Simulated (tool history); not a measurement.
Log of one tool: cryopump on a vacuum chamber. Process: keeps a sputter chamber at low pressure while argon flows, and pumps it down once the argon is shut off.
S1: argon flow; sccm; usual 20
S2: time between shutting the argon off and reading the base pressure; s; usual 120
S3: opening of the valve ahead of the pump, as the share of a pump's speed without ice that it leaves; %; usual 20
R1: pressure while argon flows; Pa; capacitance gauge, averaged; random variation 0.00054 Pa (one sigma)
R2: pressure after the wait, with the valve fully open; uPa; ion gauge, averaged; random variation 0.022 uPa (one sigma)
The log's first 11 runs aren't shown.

Run 12, hour 286.5: usual settings. Result: R1 0.0845 Pa, R2 0.99 uPa.
Run 13, hour 323.1: usual settings. Result: R1 0.0846 Pa, R2 1.08 uPa.
Run 14, hour 358.1: usual settings. Result: R1 0.0843 Pa, R2 1.02 uPa.
Run 15, hour 381.8: usual settings. Result: R1 0.0854 Pa, R2 1.03 uPa.
Run 16, hour 418.2: usual settings but S1 23 sccm. Result: R1 0.0967 Pa, R2 1.15 uPa.
Run 17, hour 437.5: usual settings but S1 10 sccm. Result: R1 0.0422 Pa, R2 1.13 uPa.
Run 18, hour 472.0: usual settings but S1 10 sccm, S3 46 %. Result: R1 0.0203 Pa, R2 1.13 uPa.
Run 19, hour 506.8: usual settings but S1 10 sccm, S2 48 s, S3 21 %. Result: R1 0.0402 Pa, R2 1.89 uPa.
Run 20, hour 522.2: usual settings but S1 10 sccm, S2 48 s, S3 21 %. Result: R1 0.0404 Pa, R2 1.86 uPa.
Run 21, hour 538.4: usual settings but S1 14 sccm, S2 37 s, S3 42 %. Result: R1 0.0303 Pa, R2 2.19 uPa.
Run 22, hour 572.9: usual settings but S1 21 sccm, S2 106 s, S3 57 %. Result: R1 0.0344 Pa, R2 1.31 uPa.
At hour 588.4: pump warmed up, emptied and cooled again.
Run 23, hour 604.2: usual settings but S1 21 sccm, S2 66 s, S3 29 %. Result: R1 0.0580 Pa, R2 1.45 uPa.
Run 24, hour 638.6: usual settings but S1 11 sccm, S2 137 s, S3 33 %. Result: R1 0.0273 Pa, R2 1.04 uPa.
Run 25, hour 656.8: usual settings but S1 10 sccm, S2 21 s, S3 53 %. Result: R1 0.0155 Pa, R2 3.27 uPa.
Run 26, hour 677.1: usual settings but S2 168 s, S3 34 %. Result: R1 0.0483 Pa, R2 1.02 uPa.
Run 27, hour 708.9: usual settings but S1 21 sccm, S2 230 s, S3 56 %. Result: R1 0.0311 Pa, R2 0.96 uPa.
Run 28, hour 730.2: usual settings but S1 10 sccm, S2 136 s, S3 36 %. Result: R1 0.0227 Pa, R2 1.07 uPa.
Run 29, hour 751.6: usual settings but S1 10 sccm, S2 136 s, S3 36 %. Result: R1 0.0228 Pa, R2 1.12 uPa.
Run 30, hour 778.7: usual settings but S1 10 sccm, S2 136 s, S3 36 %. Result: R1 0.0229 Pa, R2 1.19 uPa.
Run 31, hour 811.6: usual settings but S1 28 sccm, S2 41 s, S3 33 %. Result: R1 0.0714 Pa, R2 2.11 uPa.
Run 32, hour 828.6: usual settings but S1 10 sccm. Result: R1 0.0415 Pa, R2 1.22 uPa.
Run 33, hour 862.5: usual settings but S1 10 sccm, S2 118 s. Result: R1 0.0405 Pa, R2 1.27 uPa.

Forecast each of these 5 alternatives for the next run:
Run A, hour 879.8: usual settings but S1 36 sccm, S2 136 s, S3 44 %. Result: R1 ?, R2 ?.
Run B, hour 879.8: usual settings but S1 27 sccm, S2 28 s, S3 40 %. Result: R1 ?, R2 ?.
Run C, hour 879.8: usual settings but S2 84 s, S3 41 %. Result: R1 ?, R2 ?.
Run D, hour 879.8: usual settings but S1 10 sccm, S2 118 s, S3 19 %. Result: R1 ?, R2 ?.
Run E, hour 879.8: usual settings but S1 9 sccm, S2 172 s. Result: R1 ?, R2 ?.

run      R1    R2
  A  0.0691  1.20
  B  0.0570  2.77
  C  0.0403  1.41
  D  0.0428  1.29
  E  0.0373  1.12
Without the tool's hidden state the same runs would have given:
run      R1    R2
  A  0.0663  0.54
  B  0.0549  2.12
  C  0.0388  0.76
  D  0.0421  0.63
  E  0.0366  0.47
